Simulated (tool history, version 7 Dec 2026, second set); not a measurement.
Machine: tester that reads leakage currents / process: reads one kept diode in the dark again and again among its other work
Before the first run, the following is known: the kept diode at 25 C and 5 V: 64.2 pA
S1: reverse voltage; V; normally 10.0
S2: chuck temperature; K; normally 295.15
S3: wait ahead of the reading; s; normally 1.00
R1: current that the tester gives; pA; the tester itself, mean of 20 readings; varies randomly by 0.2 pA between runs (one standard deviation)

run     day    S1      S2    S3      R1
  1   0.000  10.0  295.15  1.00   64.00
  2   1.467  10.0  295.15  1.00   64.30
      2.346  -- chuck's temperature calibrated
  3   3.325  10.0  295.15  0.86   69.77
  4   5.742   1.3  295.15  1.00   32.46
  5   7.133   1.3  295.15  1.00   32.28
  6   9.917  10.0  295.15  1.19   69.54
  7  11.300  10.0  295.15  1.19   68.85
  8  13.271  10.0  295.15  1.19   69.53
  9  14.904   3.1  295.15  1.00   44.31
 10  17.554   3.1  295.15  1.00   43.86
 11  19.217  15.6  295.15  1.00   84.30
 12  21.442  15.6  295.15  1.00   84.60
 13  23.058  15.6  306.15  1.00  200.28
 14  25.804  12.6  303.15  4.02  143.52
 15  28.150   5.4  295.15  0.68   54.84
 16  30.492   3.6  294.15  1.00   42.42
 17  32.142   7.5  309.15  1.00  192.91
 18  34.617   3.4  295.15  1.00   45.36
 19  35.825   3.4  311.15  0.47  172.07
 20  37.504  10.5  297.15  1.00   83.88
 21  38.888  10.5  297.15  1.00   84.24
 22  41.029  10.0  295.15  0.39   73.49
 23  43.775  10.0  298.15  1.00   88.89

Measured less the same run without the tool's hidden state. The same run-to-run variation is in both; the gauge's scatter may not be:
The hidden state here: stray current of the dirty probe card, pA a volt; current scale over the true one, %; true chuck temperature over the reading, C; drift of the gauge itself on leakage_pa, %.
run     R1
  1  -0.01
  2  +0.04
  3  +5.30
  4  +0.91
  5  +0.88
  6  +5.49
  7  +5.49
  8  +5.58
  9  +1.71
 10  +1.64
 11  +9.11
 12  +9.29
 13  +8.19
 14  +6.67
 15  +2.93
 16  +1.79
 17  +1.76
 18  +1.53
 19  -1.46
 20  +6.26
 21  +6.31
 22  +6.35
 23  +5.76

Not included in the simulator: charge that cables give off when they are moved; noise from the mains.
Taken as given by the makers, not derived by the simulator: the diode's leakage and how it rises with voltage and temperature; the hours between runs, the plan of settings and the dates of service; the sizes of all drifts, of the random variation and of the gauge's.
